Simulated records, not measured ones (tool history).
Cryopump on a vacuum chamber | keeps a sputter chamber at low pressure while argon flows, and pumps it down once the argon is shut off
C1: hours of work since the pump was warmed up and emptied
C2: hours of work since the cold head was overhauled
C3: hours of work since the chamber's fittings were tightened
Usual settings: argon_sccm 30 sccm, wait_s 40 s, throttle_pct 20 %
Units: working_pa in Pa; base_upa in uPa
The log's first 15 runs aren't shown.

{"run": 16, "day": 10.125, "argon_sccm": 30, "wait_s": 40, "throttle_pct": 20, "C1": 130, "C2": 130, "C3": 66, "working_pa": 0.1053, "base_upa": 1.07}
{"run": 17, "day": 10.571, "argon_sccm": 30, "wait_s": 46, "throttle_pct": 20, "C1": 135, "C2": 135, "C3": 71, "working_pa": 0.1045, "base_upa": 0.91}
{"run": 18, "day": 11.188, "argon_sccm": 30, "wait_s": 46, "throttle_pct": 20, "C1": 141, "C2": 141, "C3": 77, "working_pa": 0.1057, "base_upa": 0.93}
{"run": 19, "day": 11.842, "argon_sccm": 32, "wait_s": 63, "throttle_pct": 20, "C1": 148, "C2": 148, "C3": 84, "working_pa": 0.1112, "base_upa": 0.71}
{"run": 20, "day": 12.767, "argon_sccm": 32, "wait_s": 63, "throttle_pct": 20, "C1": 157, "C2": 157, "C3": 94, "working_pa": 0.1116, "base_upa": 0.73}
{"run": 21, "day": 13.671, "argon_sccm": 32, "wait_s": 63, "throttle_pct": 20, "C1": 167, "C2": 167, "C3": 103, "working_pa": 0.1119, "base_upa": 0.73}
{"run": 22, "day": 14.058, "argon_sccm": 32, "wait_s": 63, "throttle_pct": 20, "C1": 171, "C2": 171, "C3": 107, "working_pa": 0.1112, "base_upa": 0.73}
{"run": 23, "day": 14.583, "argon_sccm": 32, "wait_s": 63, "throttle_pct": 20, "C1": 176, "C2": 176, "C3": 113, "working_pa": 0.1111, "base_upa": 0.77}
{"run": 24, "day": 15.117, "argon_sccm": 41, "wait_s": 63, "throttle_pct": 20, "C1": 182, "C2": 182, "C3": 118, "working_pa": 0.1434, "base_upa": 0.72}
{"run": 25, "day": 15.971, "argon_sccm": 41, "wait_s": 63, "throttle_pct": 20, "C1": 191, "C2": 191, "C3": 127, "working_pa": 0.1427, "base_upa": 0.71}
{"run": 26, "day": 16.388, "argon_sccm": 41, "wait_s": 63, "throttle_pct": 20, "C1": 195, "C2": 195, "C3": 131, "working_pa": 0.1431, "base_upa": 0.74}
{"run": 27, "day": 17.292, "argon_sccm": 35, "wait_s": 40, "throttle_pct": 56, "C1": 204, "C2": 204, "C3": 141, "working_pa": 0.0442, "base_upa": 1.11}
{"run": 28, "day": 17.988, "argon_sccm": 35, "wait_s": 40, "throttle_pct": 56, "C1": 212, "C2": 212, "C3": 148, "working_pa": 0.0447, "base_upa": 1.07}
{"run": 29, "day": 18.642, "argon_sccm": 23, "wait_s": 127, "throttle_pct": 27, "C1": 219, "C2": 219, "C3": 155, "working_pa": 0.0589, "base_upa": 0.48}
{"run": 30, "day": 19.354, "argon_sccm": 41, "wait_s": 229, "throttle_pct": 46, "C1": 226, "C2": 226, "C3": 162, "working_pa": 0.0643, "base_upa": 0.33}
{"run": 31, "day": 19.825, "argon_sccm": 41, "wait_s": 229, "throttle_pct": 46, "C1": 231, "C2": 231, "C3": 167, "working_pa": 0.0642, "base_upa": 0.36}
{"run": 32, "day": 20.258, "argon_sccm": 30, "wait_s": 201, "throttle_pct": 38, "C1": 235, "C2": 235, "C3": 172, "working_pa": 0.0547, "base_upa": 0.37}
{"run": 33, "day": 20.792, "argon_sccm": 30, "wait_s": 81, "throttle_pct": 29, "C1": 241, "C2": 241, "C3": 177, "working_pa": 0.0726, "base_upa": 0.66}

5 ways to go on from here, each from the tool as it stands after run 33. What would each give?
{"run": "A", "day": 21.312, "argon_sccm": 13, "wait_s": 87, "throttle_pct": 52, "C1": 246, "C2": 246, "C3": 183, "working_pa": "?", "base_upa": "?"}
{"run": "B", "day": 21.312, "argon_sccm": 50, "wait_s": 88, "throttle_pct": 36, "C1": 246, "C2": 246, "C3": 183, "working_pa": "?", "base_upa": "?"}
{"run": "C", "day": 21.312, "argon_sccm": 22, "wait_s": 81, "throttle_pct": 29, "C1": 246, "C2": 246, "C3": 183, "working_pa": "?", "base_upa": "?"}
{"run": "D", "day": 21.312, "argon_sccm": 16, "wait_s": 160, "throttle_pct": 29, "C1": 246, "C2": 246, "C3": 183, "working_pa": "?", "base_upa": "?"}
{"run": "E", "day": 21.312, "argon_sccm": 30, "wait_s": 33, "throttle_pct": 29, "C1": 246, "C2": 246, "C3": 183, "working_pa": "?", "base_upa": "?"}

run=A working_pa=0.0184 base_upa=0.60
run=B working_pa=0.0981 base_upa=0.61
run=C working_pa=0.0542 base_upa=0.67
run=D working_pa=0.0387 base_upa=0.41
run=E working_pa=0.0727 base_upa=1.25
Without the tool's hidden state the same runs would have given:
run=A working_pa=0.0177 base_upa=0.51
run=B working_pa=0.0954 base_upa=0.52
run=C working_pa=0.0531 base_upa=0.58
run=D working_pa=0.0379 base_upa=0.32
run=E working_pa=0.0711 base_upa=1.16
